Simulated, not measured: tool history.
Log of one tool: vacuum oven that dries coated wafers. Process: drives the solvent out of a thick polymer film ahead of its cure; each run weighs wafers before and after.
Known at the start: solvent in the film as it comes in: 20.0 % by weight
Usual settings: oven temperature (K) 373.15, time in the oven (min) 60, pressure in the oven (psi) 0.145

Run 1, hour 0: usual settings. Result: solvent left in the film (%) 3.98.
Run 2, hour 48.5: usual settings but pressure in the oven (psi) 0.341. Result: solvent left in the film (%) 4.71.
Run 3, hour 70.2: usual settings but time in the oven (min) 63. Result: solvent left in the film (%) 3.75.
Run 4, hour 114.1: usual settings. Result: solvent left in the film (%) 3.97.
Run 5, hour 145.5: usual settings but pressure in the oven (psi) 0.078. Result: solvent left in the film (%) 3.8.
Run 6, hour 175: usual settings but pressure in the oven (psi) 0.078. Result: solvent left in the film (%) 3.7.
Run 7, hour 214.7: usual settings but pressure in the oven (psi) 0.078. Result: solvent left in the film (%) 3.63.
Run 8, hour 248.7: usual settings but oven temperature (K) 387.15. Result: solvent left in the film (%) 1.24.
Run 9, hour 278.1: usual settings but oven temperature (K) 387.15. Result: solvent left in the film (%) 1.21.
Run 10, hour 314.5: usual settings but oven temperature (K) 387.15. Result: solvent left in the film (%) 1.21.
Run 11, hour 350.6: usual settings but oven temperature (K) 387.15. Result: solvent left in the film (%) 1.22.
Run 12, hour 401.7: usual settings but oven temperature (K) 383.15. Result: solvent left in the film (%) 1.78.
Run 13, hour 425.5: usual settings but oven temperature (K) 387.15. Result: solvent left in the film (%) 1.22.
Run 14, hour 450.7: usual settings but oven temperature (K) 383.15. Result: solvent left in the film (%) 1.75.
Run 15, hour 477.1: usual settings but oven temperature (K) 388.15. Result: solvent left in the film (%) 1.01.
Run 16, hour 502.4: usual settings but time in the oven (min) 71. Result: solvent left in the film (%) 3.24.
Run 17, hour 544.9: usual settings but time in the oven (min) 71. Result: solvent left in the film (%) 3.14.
Run 18, hour 597.1: usual settings but time in the oven (min) 71. Result: solvent left in the film (%) 3.19.
Run 19, hour 628.9: usual settings but time in the oven (min) 71. Result: solvent left in the film (%) 3.16.
Run 20, hour 655.4: usual settings but time in the oven (min) 71. Result: solvent left in the film (%) 3.19.
Run 21, hour 693.2: usual settings but pressure in the oven (psi) 0.483. Result: solvent left in the film (%) 5.33.
Run 22, hour 743: usual settings but pressure in the oven (psi) 0.483. Result: solvent left in the film (%) 5.23.
Run 23, hour 781.5: usual settings but pressure in the oven (psi) 0.483. Result: solvent left in the film (%) 5.25.
Run 24, hour 830.4: usual settings but pressure in the oven (psi) 0.483. Result: solvent left in the film (%) 5.31.
Run 25, hour 855.9: usual settings but oven temperature (K) 358.15. Result: solvent left in the film (%) 8.72.
Run 26, hour 878.9: usual settings but oven temperature (K) 358.15. Result: solvent left in the film (%) 8.66.
Run 27, hour 911.9: usual settings but oven temperature (K) 358.15. Result: solvent left in the film (%) 8.63.
Run 28, hour 954.5: usual settings but oven temperature (K) 358.15. Result: solvent left in the film (%) 8.65.
Run 29, hour 1003.3: usual settings but oven temperature (K) 362.15, time in the oven (min) 43. Result: solvent left in the film (%) 9.14.
Run 30, hour 1042.1: usual settings but time in the oven (min) 82, pressure in the oven (psi) 0.087. Result: solvent left in the film (%) 2.21.
Run 31, hour 1063.9: usual settings but time in the oven (min) 35. Result: solvent left in the film (%) 7.03.
Run 32, hour 1095.4: usual settings but time in the oven (min) 35, pressure in the oven (psi) 0.117. Result: solvent left in the film (%) 6.99.
Run 33, hour 1118.7: usual settings but oven temperature (K) 380.15, time in the oven (min) 35, pressure in the oven (psi) 0.57. Result: solvent left in the film (%) 6.27.
Run 34, hour 1154.9: usual settings but oven temperature (K) 383.15, pressure in the oven (psi) 0.091. Result: solvent left in the film (%) 1.64.
Run 35, hour 1183.9: usual settings but oven temperature (K) 380.15. Result: solvent left in the film (%) 2.31.
Run 36, hour 1235.5: usual settings but oven temperature (K) 380.15, pressure in the oven (psi) 0.167. Result: solvent left in the film (%) 2.42.
Run 37, hour 1263.2: usual settings but oven temperature (K) 380.15, pressure in the oven (psi) 0.167. Result: solvent left in the film (%) 2.39.
Run 38, hour 1313.1: usual settings but oven temperature (K) 366.15, pressure in the oven (psi) 0.168. Result: solvent left in the film (%) 6.25.
Run 39, hour 1337.2: usual settings but oven temperature (K) 376.15, time in the oven (min) 31, pressure in the oven (psi) 0.167. Result: solvent left in the film (%) 6.89.
Run 40, hour 1386.9: usual settings but oven temperature (K) 363.15, pressure in the oven (psi) 0.566. Result: solvent left in the film (%) 9.14.
Run 41, hour 1432.5: usual settings but oven temperature (K) 358.15. Result: solvent left in the film (%) 8.8.
Run 42, hour 1475.2: usual settings but oven temperature (K) 358.15, time in the oven (min) 57, pressure in the oven (psi) 0.563. Result: solvent left in the film (%) 10.97.
Run 43, hour 1523.1: usual settings but oven temperature (K) 381.15, time in the oven (min) 106, pressure in the oven (psi) 0.563. Result: solvent left in the film (%) 2.26.
Run 44, hour 1560: usual settings but oven temperature (K) 380.15, time in the oven (min) 52, pressure in the oven (psi) 0.249. Result: solvent left in the film (%) 3.27.
Run 45, hour 1583.1: usual settings but oven temperature (K) 360.15, time in the oven (min) 31, pressure in the oven (psi) 0.263. Result: solvent left in the film (%) 11.61.
Run 46, hour 1632.6: usual settings but oven temperature (K) 372.15, pressure in the oven (psi) 0.125. Result: solvent left in the film (%) 4.11.

Not shown: 1 entry that the log had between the listed runs. Between which runs, and how does the tool's hidden state differ before and after?
Between runs 1 and 2: oven's thermocouples calibrated (hour 18.5)
  true wafer temperature over the reading, C: -0.04 -> 0
